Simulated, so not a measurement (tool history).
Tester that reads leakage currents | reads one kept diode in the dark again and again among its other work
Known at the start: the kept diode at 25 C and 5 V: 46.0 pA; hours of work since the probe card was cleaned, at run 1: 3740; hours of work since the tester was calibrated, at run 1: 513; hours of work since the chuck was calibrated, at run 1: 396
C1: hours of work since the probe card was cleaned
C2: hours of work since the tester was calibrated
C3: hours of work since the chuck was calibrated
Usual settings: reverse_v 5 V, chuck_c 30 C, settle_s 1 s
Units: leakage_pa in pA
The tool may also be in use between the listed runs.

run 1 hour=0 | reverse_v=5 chuck_c=30 settle_s=1 | C1=3740 C2=513 C3=396 | leakage_pa=86.95
run 2 hour=194.6 | reverse_v=5 chuck_c=30 settle_s=1 | C1=3848 C2=621 C3=505 | leakage_pa=89.99
run 3 hour=339.4 | reverse_v=5 chuck_c=30 settle_s=1 | C1=3929 C2=702 C3=585 | leakage_pa=91.04
-- hour=433.8 probe card cleaned and baked
-- hour=435.8 chuck's temperature calibrated
run 4 hour=515.3 | reverse_v=5 chuck_c=30 settle_s=1 | C1=44 C2=797 C3=44 | leakage_pa=75.91
run 5 hour=637.2 | reverse_v=5 chuck_c=30 settle_s=1 | C1=112 C2=864 C3=112 | leakage_pa=77.05
run 6 hour=750.3 | reverse_v=5 chuck_c=30 settle_s=1 | C1=175 C2=927 C3=175 | leakage_pa=78.97
run 7 hour=978.2 | reverse_v=5 chuck_c=37 settle_s=1 | C1=302 C2=1054 C3=302 | leakage_pa=145.5
run 8 hour=1144.3 | reverse_v=5 chuck_c=37 settle_s=1 | C1=394 C2=1146 C3=394 | leakage_pa=147.87
run 9 hour=1377.3 | reverse_v=5 chuck_c=37 settle_s=1 | C1=524 C2=1276 C3=524 | leakage_pa=152.98
-- hour=1568.8 chuck's temperature calibrated
run 10 hour=1568.8 | reverse_v=5 chuck_c=37 settle_s=1 | C1=629 C2=1381 C3=0 | leakage_pa=136.63
run 11 hour=1667.5 | reverse_v=5 chuck_c=30 settle_s=0.66 | C1=684 C2=1436 C3=55 | leakage_pa=77.86
run 12 hour=1861.5 | reverse_v=1.67 chuck_c=30 settle_s=0.66 | C1=792 C2=1544 C3=163 | leakage_pa=51.75
run 13 hour=2048.4 | reverse_v=1.67 chuck_c=30 settle_s=0.66 | C1=896 C2=1648 C3=267 | leakage_pa=53.08
run 14 hour=2275.3 | reverse_v=1.67 chuck_c=30 settle_s=0.66 | C1=1022 C2=1774 C3=393 | leakage_pa=54.71
run 15 hour=2432.9 | reverse_v=5 chuck_c=28 settle_s=1 | C1=1110 C2=1862 C3=481 | leakage_pa=73.59
run 16 hour=2622.9 | reverse_v=5 chuck_c=28 settle_s=1 | C1=1215 C2=1968 C3=586 | leakage_pa=75.06
-- hour=2709 chuck's temperature calibrated
run 17 hour=2855.6 | reverse_v=5 chuck_c=30 settle_s=1 | C1=1344 C2=2096 C3=82 | leakage_pa=79.13
run 18 hour=2964.9 | reverse_v=5 chuck_c=30 settle_s=1 | C1=1405 C2=2157 C3=142 | leakage_pa=80.11
run 19 hour=3074.5 | reverse_v=5 chuck_c=30 settle_s=0.8 | C1=1465 C2=2218 C3=203 | leakage_pa=81.77
run 20 hour=3235.1 | reverse_v=1.43 chuck_c=29 settle_s=0.43 | C1=1555 C2=2307 C3=293 | leakage_pa=46.7
run 21 hour=3473.2 | reverse_v=10.45 chuck_c=51 settle_s=5.99 | C1=1687 C2=2440 C3=425 | leakage_pa=595.08
run 22 hour=3647.7 | reverse_v=1.24 chuck_c=42 settle_s=5.36 | C1=1784 C2=2537 C3=522 | leakage_pa=134.02
-- hour=3858.9 chuck's temperature calibrated
run 23 hour=3870.8 | reverse_v=1.24 chuck_c=42 settle_s=5.36 | C1=1907 C2=2660 C3=7 | leakage_pa=118.94
run 24 hour=3998.8 | reverse_v=1.24 chuck_c=42 settle_s=3.36 | C1=1978 C2=2731 C3=78 | leakage_pa=121.19
run 25 hour=4189.1 | reverse_v=1.49 chuck_c=45 settle_s=0.41 | C1=2084 C2=2837 C3=184 | leakage_pa=169.62
run 26 hour=4354.6 | reverse_v=1.49 chuck_c=49 settle_s=3.62 | C1=2176 C2=2929 C3=276 | leakage_pa=235.27
run 27 hour=4538 | reverse_v=2.48 chuck_c=46 settle_s=0.89 | C1=2278 C2=3031 C3=378 | leakage_pa=230.3
run 28 hour=4687.4 | reverse_v=2.48 chuck_c=46 settle_s=0.89 | C1=2361 C2=3114 C3=461 | leakage_pa=235.48
run 29 hour=4849.5 | reverse_v=14.99 chuck_c=25 settle_s=1 | C1=2452 C2=3204 C3=551 | leakage_pa=99.65
-- hour=5004.2 chuck's temperature calibrated
run 30 hour=5096.6 | reverse_v=14.99 chuck_c=25 settle_s=1 | C1=2588 C2=3340 C3=51 | leakage_pa=92.6
run 31 hour=5217.4 | reverse_v=14.99 chuck_c=25 settle_s=1 | C1=2655 C2=3407 C3=119 | leakage_pa=93.88
-- hour=5346.3 tester calibrated
run 32 hour=5347.1 | reverse_v=5 chuck_c=46 settle_s=1.54 | C1=2726 C2=0 C3=190 | leakage_pa=290.3
run 33 hour=5488.7 | reverse_v=18.42 chuck_c=42 settle_s=4.12 | C1=2805 C2=79 C3=268 | leakage_pa=367.76
run 34 hour=5720 | reverse_v=1.2 chuck_c=52 settle_s=1.05 | C1=2934 C2=208 C3=397 | leakage_pa=274.3
run 35 hour=5835.3 | reverse_v=1.2 chuck_c=52 settle_s=1.05 | C1=2998 C2=272 C3=461 | leakage_pa=280.25
run 36 hour=5966 | reverse_v=3.11 chuck_c=30 settle_s=4.94 | C1=3070 C2=345 C3=534 | leakage_pa=71.92
-- hour=6150.9 chuck's temperature calibrated
run 37 hour=6172.6 | reverse_v=5 chuck_c=54 settle_s=3.84 | C1=3184 C2=458 C3=12 | leakage_pa=515.36
run 38 hour=6295.3 | reverse_v=2.65 chuck_c=54 settle_s=3.84 | C1=3252 C2=527 C3=80 | leakage_pa=409.97

Forecast each of these 5 alternatives for the next run:
run A hour=6464.5 | reverse_v=5 chuck_c=46 settle_s=3.97 | C1=3347 C2=621 C3=174 | leakage_pa=?
run B hour=6464.5 | reverse_v=4.88 chuck_c=21 settle_s=3.84 | C1=3347 C2=621 C3=174 | leakage_pa=?
run C hour=6464.5 | reverse_v=5 chuck_c=54 settle_s=1 | C1=3347 C2=621 C3=174 | leakage_pa=?
run D hour=6464.5 | reverse_v=2.1 chuck_c=28 settle_s=3.22 | C1=3347 C2=621 C3=174 | leakage_pa=?
run E hour=6464.5 | reverse_v=2.65 chuck_c=22 settle_s=3.84 | C1=3347 C2=621 C3=174 | leakage_pa=?

run=A leakage_pa=292.57
run=B leakage_pa=40.15
run=C leakage_pa=535.67
run=D leakage_pa=48.84
run=E leakage_pa=33.09
Without the tool's hidden state the same runs would have given:
run=A leakage_pa=272.4
run=B leakage_pa=31.83
run=C leakage_pa=505.2
run=D leakage_pa=43.62
run=E leakage_pa=27.93

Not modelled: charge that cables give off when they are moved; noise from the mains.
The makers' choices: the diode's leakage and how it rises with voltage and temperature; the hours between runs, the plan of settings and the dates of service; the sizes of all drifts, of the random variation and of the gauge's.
